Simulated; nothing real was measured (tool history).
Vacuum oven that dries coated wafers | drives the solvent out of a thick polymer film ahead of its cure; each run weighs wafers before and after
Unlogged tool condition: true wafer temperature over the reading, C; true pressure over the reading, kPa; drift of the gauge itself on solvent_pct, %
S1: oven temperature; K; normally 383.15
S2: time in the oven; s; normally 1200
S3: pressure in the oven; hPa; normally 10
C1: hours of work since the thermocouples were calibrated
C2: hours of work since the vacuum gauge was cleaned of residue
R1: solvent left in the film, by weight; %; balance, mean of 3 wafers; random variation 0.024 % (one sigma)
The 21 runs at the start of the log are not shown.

run 22 hour=416 | S1=386.15 S2=840 S3=28.3 | C1=18 C2=292 | R1=3.74
run 23 hour=435.4 | S1=386.15 S2=1800 S3=5.6 | C1=26 C2=300 | R1=0.77
run 24 hour=458.3 | S1=386.15 S2=1800 S3=5.6 | C1=35 C2=309 | R1=0.79
run 25 hour=480.6 | S1=378.15 S2=1440 S3=5.6 | C1=44 C2=318 | R1=2.71
run 26 hour=494 | S1=385.15 S2=1320 S3=10.7 | C1=50 C2=324 | R1=1.79
run 27 hour=514.4 | S1=385.15 S2=1320 S3=10.7 | C1=58 C2=332 | R1=1.81
run 28 hour=540 | S1=385.15 S2=1320 S3=10.7 | C1=69 C2=343 | R1=1.79
run 29 hour=551.3 | S1=380.15 S2=1980 S3=10 | C1=73 C2=347 | R1=1.67
run 30 hour=576.7 | S1=380.15 S2=1980 S3=10 | C1=84 C2=358 | R1=1.75
run 31 hour=596.4 | S1=396.15 S2=1200 S3=38.1 | C1=92 C2=366 | R1=1.85
run 32 hour=608.4 | S1=383.15 S2=1260 S3=20.2 | C1=97 C2=371 | R1=2.87
run 33 hour=636 | S1=380.15 S2=1200 S3=31.3 | C1=108 C2=382 | R1=4.35
run 34 hour=655 | S1=370.15 S2=1200 S3=31.3 | C1=116 C2=390 | R1=7.11
run 35 hour=677 | S1=370.15 S2=1200 S3=31.3 | C1=125 C2=399 | R1=7.17
run 36 hour=693.2 | S1=370.15 S2=1200 S3=31.3 | C1=132 C2=406 | R1=7.12
run 37 hour=716.7 | S1=370.15 S2=1200 S3=31.3 | C1=141 C2=415 | R1=7.18
run 38 hour=736.3 | S1=382.15 S2=1200 S3=17.9 | C1=149 C2=423 | R1=3.07
run 39 hour=756.1 | S1=370.15 S2=1200 S3=17.9 | C1=157 C2=432 | R1=6.26

What if the next run were any one of these 5? Each begins from the tool's condition after run 39:
run A hour=775.6 | S1=388.15 S2=1200 S3=10 | C1=165 C2=440 | R1=?
run B hour=775.6 | S1=368.15 S2=1200 S3=39.4 | C1=165 C2=440 | R1=?
run C hour=775.6 | S1=375.15 S2=1080 S3=19.8 | C1=165 C2=440 | R1=?
run D hour=775.6 | S1=383.15 S2=1200 S3=13.7 | C1=165 C2=440 | R1=?
run E hour=775.6 | S1=379.15 S2=1200 S3=10 | C1=165 C2=440 | R1=?

run=A R1=1.46
run=B R1=8.13
run=C R1=5.36
run=D R1=2.62
run=E R1=3.37
With the hidden condition removed and each run's random variation left untouched, the same runs would have given:
run=A R1=1.42
run=B R1=8.1
run=C R1=5.33
run=D R1=2.59
run=E R1=3.34
